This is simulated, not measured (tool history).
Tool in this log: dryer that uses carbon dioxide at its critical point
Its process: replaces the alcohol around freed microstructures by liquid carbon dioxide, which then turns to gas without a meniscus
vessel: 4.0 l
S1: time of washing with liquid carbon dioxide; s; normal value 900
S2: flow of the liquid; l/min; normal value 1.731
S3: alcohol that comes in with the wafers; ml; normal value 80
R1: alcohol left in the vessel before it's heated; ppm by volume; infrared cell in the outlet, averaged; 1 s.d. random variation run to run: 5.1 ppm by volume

run 1 hour=0.0 | S1=900 S2=1.731 S3=80 | R1=103
run 2 hour=18.6 | S1=900 S2=1.731 S3=80 | R1=96
run 3 hour=38.5 | S1=900 S2=1.731 S3=80 | R1=95
run 4 hour=76.3 | S1=900 S2=1.731 S3=80 | R1=107
run 5 hour=113.9 | S1=900 S2=1.731 S3=80 | R1=119
run 6 hour=141.5 | S1=900 S2=1.731 S3=80 | R1=127
run 7 hour=174.7 | S1=900 S2=1.731 S3=80 | R1=131
run 8 hour=204.5 | S1=900 S2=1.731 S3=80 | R1=138
run 9 hour=227.1 | S1=720 S2=1.731 S3=80 | R1=326
run 10 hour=256.1 | S1=900 S2=1.731 S3=35 | R1=91
run 11 hour=282.9 | S1=960 S2=1.731 S3=80 | R1=122
run 12 hour=316.5 | S1=1200 S2=1.731 S3=80 | R1=55
run 13 hour=351.0 | S1=1200 S2=1.731 S3=80 | R1=62
run 14 hour=374.4 | S1=900 S2=1.731 S3=22 | R1=81
-- hour=406.4 inlet filter changed
run 15 hour=406.4 | S1=900 S2=1.731 S3=61 | R1=91
run 16 hour=437.8 | S1=900 S2=1.731 S3=61 | R1=107
run 17 hour=474.7 | S1=1320 S2=2.250 S3=52 | R1=55
run 18 hour=499.3 | S1=1080 S2=1.080 S3=108 | R1=531
run 19 hour=530.4 | S1=540 S2=1.410 S3=96 | R1=1754
run 20 hour=555.0 | S1=540 S2=1.410 S3=96 | R1=1798
run 21 hour=578.9 | S1=1020 S2=1.120 S3=80 | R1=492
run 22 hour=611.7 | S1=900 S2=1.731 S3=42 | R1=117
run 23 hour=646.1 | S1=900 S2=1.731 S3=42 | R1=118
run 24 hour=671.4 | S1=540 S2=1.731 S3=42 | R1=494
run 25 hour=696.9 | S1=780 S2=1.940 S3=83 | R1=184
run 26 hour=725.8 | S1=780 S2=1.940 S3=83 | R1=202
run 27 hour=759.8 | S1=1380 S2=1.050 S3=80 | R1=282
run 28 hour=782.8 | S1=600 S2=2.860 S3=23 | R1=93
run 29 hour=799.9 | S1=780 S2=1.731 S3=49 | R1=224
run 30 hour=833.9 | S1=1200 S2=2.880 S3=54 | R1=77
run 31 hour=874.3 | S1=1140 S2=2.080 S3=72 | R1=93
-- hour=888.6 inlet filter changed
run 32 hour=900.7 | S1=1140 S2=2.080 S3=72 | R1=88

Had the tool no unlogged condition, and each run kept its random variation, what would the results have been?
What the log doesn't record here: flow that reaches the vessel past the clogged filter, %; alcohol in the recycled carbon dioxide, ppm; drift of the gauge itself on alcohol_ppm, %.
run=1 R1=77
run=2 R1=68
run=3 R1=63
run=4 R1=68
run=5 R1=73
run=6 R1=75
run=7 R1=71
run=8 R1=73
run=9 R1=209
run=10 R1=38
run=11 R1=52
run=12 R1=6
run=13 R1=10
run=14 R1=23
run=15 R1=48
run=16 R1=57
run=17 R1=8
run=18 R1=434
run=19 R1=1559
run=20 R1=1571
run=21 R1=367
run=22 R1=48
run=23 R1=45
run=24 R1=346
run=25 R1=81
run=26 R1=89
run=27 R1=144
run=28 R1=18
run=29 R1=101
run=30 R1=3
run=31 R1=12
run=32 R1=8
